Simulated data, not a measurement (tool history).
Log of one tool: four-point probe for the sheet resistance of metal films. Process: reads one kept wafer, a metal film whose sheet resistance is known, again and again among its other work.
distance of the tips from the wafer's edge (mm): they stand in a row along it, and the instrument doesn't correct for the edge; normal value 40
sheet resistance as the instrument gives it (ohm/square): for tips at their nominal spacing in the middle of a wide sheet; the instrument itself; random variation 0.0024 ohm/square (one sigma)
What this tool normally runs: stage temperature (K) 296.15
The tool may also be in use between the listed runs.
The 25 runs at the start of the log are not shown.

| run | hour | stage temperature (K) | distance of the tips from the wafer's edge (mm) | touches since the probe head was changed | hours of work since the stage's thermometer was calibrated | sheet resistance as the instrument gives it (ohm/square) |
|---|---|---|---|---|---|---|
| 26 | 319.8 | 296.15 | 13 | 21576 | 430 | 12.114242 |
| 27 | 327.5 | 298.15 | 12 | 21825 | 433 | 12.12064 |
| 28 | 338.5 | 306.15 | 6 | 22177 | 439 | 12.161955 |
| 29 | 356.6 | 306.15 | 6 | 22760 | 448 | 12.160247 |
| 30 | 374.3 | 296.15 | 18 | 23329 | 456 | 12.113654 |
| 31 | 385.4 | 296.15 | 18 | 23686 | 462 | 12.113339 |
| 32 | 394.7 | 295.15 | 40 | 23986 | 466 | 12.109494 |
| 33 | 410.6 | 305.15 | 13 | 24497 | 474 | 12.121241 |
| 34 | 429.2 | 305.15 | 13 | 25097 | 483 | 12.122492 |
| 35 | 439.8 | 305.15 | 13 | 25436 | 488 | 12.120959 |

For run 36, what comes out?
| 36 | 454.1 | 305.15 | 23 | 25896 | 495 | ? |

{"run 36": {"sheet resistance as the instrument gives it (ohm/square)": 12.11782}}
Take away the tool's hidden state, keep the run-to-run variation as it was, and the same run would have given sheet resistance as the instrument gives it (ohm/square) 12.123961.
